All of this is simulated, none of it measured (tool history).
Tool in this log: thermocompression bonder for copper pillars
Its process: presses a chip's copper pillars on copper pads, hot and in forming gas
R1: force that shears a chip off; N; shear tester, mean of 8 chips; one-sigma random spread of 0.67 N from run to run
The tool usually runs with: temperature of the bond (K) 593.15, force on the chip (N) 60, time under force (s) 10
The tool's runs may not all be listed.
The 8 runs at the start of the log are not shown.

run 9 hour=63.2 | temperature_of_the_bond_(K)=611.15 force_on_the_chip_(N)=60 time_under_force_(s)=10 | R1=47.8
run 10 hour=69.8 | temperature_of_the_bond_(K)=593.15 force_on_the_chip_(N)=60 time_under_force_(s)=10 | R1=37.8
run 11 hour=74.8 | temperature_of_the_bond_(K)=593.15 force_on_the_chip_(N)=60 time_under_force_(s)=10 | R1=38.7
run 12 hour=82.1 | temperature_of_the_bond_(K)=593.15 force_on_the_chip_(N)=60 time_under_force_(s)=10 | R1=38.2
run 13 hour=86.9 | temperature_of_the_bond_(K)=593.15 force_on_the_chip_(N)=60 time_under_force_(s)=10 | R1=37.8
run 14 hour=92.5 | temperature_of_the_bond_(K)=598.15 force_on_the_chip_(N)=60 time_under_force_(s)=10 | R1=39.8
run 15 hour=102 | temperature_of_the_bond_(K)=569.15 force_on_the_chip_(N)=60 time_under_force_(s)=10 | R1=28.3
-- hour=104.8 forming gas filter changed
run 16 hour=107.8 | temperature_of_the_bond_(K)=578.15 force_on_the_chip_(N)=60 time_under_force_(s)=10 | R1=34.3
run 17 hour=112.8 | temperature_of_the_bond_(K)=578.15 force_on_the_chip_(N)=60 time_under_force_(s)=10 | R1=34
run 18 hour=122.8 | temperature_of_the_bond_(K)=578.15 force_on_the_chip_(N)=60 time_under_force_(s)=10 | R1=34.3
run 19 hour=127.9 | temperature_of_the_bond_(K)=578.15 force_on_the_chip_(N)=60 time_under_force_(s)=10 | R1=33.9
run 20 hour=134 | temperature_of_the_bond_(K)=592.15 force_on_the_chip_(N)=69 time_under_force_(s)=10 | R1=46.9
run 21 hour=142.5 | temperature_of_the_bond_(K)=592.15 force_on_the_chip_(N)=69 time_under_force_(s)=10 | R1=46.4

For run 22, what comes out?
run 22 hour=149.5 | temperature_of_the_bond_(K)=592.15 force_on_the_chip_(N)=69 time_under_force_(s)=10 | R1=?

Run 22 produced R1 46.2 N.
With the hidden condition absent and the run-to-run variation left alone, this run would have shown R1 50.1 N.
